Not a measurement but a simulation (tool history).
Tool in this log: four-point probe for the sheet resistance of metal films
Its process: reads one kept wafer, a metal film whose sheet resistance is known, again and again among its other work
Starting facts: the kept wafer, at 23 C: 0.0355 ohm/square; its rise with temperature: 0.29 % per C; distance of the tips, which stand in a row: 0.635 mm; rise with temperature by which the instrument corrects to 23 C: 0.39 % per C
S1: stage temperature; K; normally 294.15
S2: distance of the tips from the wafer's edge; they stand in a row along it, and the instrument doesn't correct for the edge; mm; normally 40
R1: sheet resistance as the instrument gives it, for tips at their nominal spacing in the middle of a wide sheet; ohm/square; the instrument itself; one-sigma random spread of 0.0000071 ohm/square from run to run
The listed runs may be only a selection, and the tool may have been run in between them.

| run | day | S1 | S2 | R1 |
|---|---|---|---|---|
| 1 | 0.000 | 294.15 | 40 | 0.035536 |
| 2 | 5.158 | 294.15 | 40 | 0.035528 |
|  | 6.796 | stage's thermometer calibrated |
| 3 | 7.629 | 294.15 | 42 | 0.035571 |
| 4 | 12.400 | 294.15 | 42 | 0.035551 |
| 5 | 15.992 | 294.15 | 42 | 0.035548 |
| 6 | 18.308 | 294.15 | 42 | 0.035533 |
| 7 | 21.454 | 294.15 | 32 | 0.035544 |
| 8 | 23.908 | 294.15 | 32 | 0.035520 |
| 9 | 26.492 | 294.15 | 40 | 0.035508 |
| 10 | 30.654 | 294.15 | 40 | 0.035501 |
| 11 | 35.071 | 294.15 | 40 | 0.035488 |
| 12 | 39.600 | 294.15 | 40 | 0.035473 |
| 13 | 42.708 | 294.15 | 40 | 0.035453 |
| 14 | 46.446 | 294.15 | 40 | 0.035444 |
| 15 | 51.442 | 294.15 | 40 | 0.035429 |
| 16 | 53.767 | 294.15 | 40 | 0.035418 |
| 17 | 58.242 | 294.15 | 40 | 0.035411 |
| 18 | 61.950 | 294.15 | 40 | 0.035385 |
| 19 | 65.338 | 294.15 | 40 | 0.035383 |
| 20 | 67.992 | 294.15 | 47 | 0.035380 |
| 21 | 72.612 | 294.15 | 47 | 0.035356 |
| 22 | 77.000 | 294.15 | 47 | 0.035333 |
| 23 | 81.025 | 294.15 | 47 | 0.035343 |
| 24 | 86.008 | 307.15 | 10 | 0.034932 |
| 25 | 91.025 | 292.15 | 68 | 0.035367 |
| 26 | 93.242 | 292.15 | 68 | 0.035361 |
| 27 | 96.933 | 295.15 | 4 | 0.035725 |
| 28 | 100.658 | 302.15 | 24 | 0.034978 |
| 29 | 105.650 | 299.15 | 5 | 0.035361 |
| 30 | 108.567 | 299.15 | 5 | 0.035362 |
| 31 | 111.488 | 299.15 | 5 | 0.035342 |
| 32 | 116.650 | 302.15 | 11 | 0.034986 |
| 33 | 120.150 | 308.15 | 4 | 0.035171 |
|  | 123.179 | stage's thermometer calibrated |
| 34 | 123.179 | 308.15 | 4 | 0.035217 |
| 35 | 128.608 | 297.15 | 32 | 0.035116 |
| 36 | 130.879 | 294.15 | 11 | 0.035276 |
| 37 | 133.850 | 299.15 | 4 | 0.035489 |
| 38 | 138.375 | 292.15 | 40 | 0.035269 |
| 39 | 141.046 | 294.15 | 30 | 0.035184 |
| 40 | 146.321 | 306.15 | 21 | 0.034755 |
| 41 | 151.250 | 291.15 | 6 | 0.035465 |
| 42 | 154.925 | 300.15 | 28 | 0.034926 |
| 43 | 160.129 | 300.15 | 28 | 0.034908 |
| 44 | 163.258 | 298.15 | 13 | 0.035022 |
| 45 | 166.588 | 298.15 | 13 | 0.034992 |
| 46 | 170.046 | 297.15 | 40 | 0.034974 |

Measured result minus the same run's result without the hidden state. Both carry the same run-to-run variation, though not necessarily the same gauge scatter:
The tool's hidden condition here consists of: inner tips' distance over the nominal, %; tips' flats over new ones', %; wafer's true temperature over the reading, C; drift of the gauge itself on sheet_ohm, %.
| run | R1 |
|---|---|
| 1 | -0.000041 |
| 2 | -0.000059 |
| 3 | -0.000006 |
| 4 | -0.000021 |
| 5 | -0.000033 |
| 6 | -0.000040 |
| 7 | -0.000051 |
| 8 | -0.000058 |
| 9 | -0.000067 |
| 10 | -0.000080 |
| 11 | -0.000095 |
| 12 | -0.000111 |
| 13 | -0.000121 |
| 14 | -0.000134 |
| 15 | -0.000150 |
| 16 | -0.000157 |
| 17 | -0.000173 |
| 18 | -0.000187 |
| 19 | -0.000198 |
| 20 | -0.000207 |
| 21 | -0.000222 |
| 22 | -0.000236 |
| 23 | -0.000248 |
| 24 | -0.000260 |
| 25 | -0.000281 |
| 26 | -0.000288 |
| 27 | -0.000304 |
| 28 | -0.000309 |
| 29 | -0.000329 |
| 30 | -0.000339 |
| 31 | -0.000349 |
| 32 | -0.000360 |
| 33 | -0.000372 |
| 34 | -0.000335 |
| 35 | -0.000355 |
| 36 | -0.000363 |
| 37 | -0.000376 |
| 38 | -0.000389 |
| 39 | -0.000395 |
| 40 | -0.000407 |
| 41 | -0.000431 |
| 42 | -0.000436 |
| 43 | -0.000453 |
| 44 | -0.000465 |
| 45 | -0.000476 |
| 46 | -0.000487 |
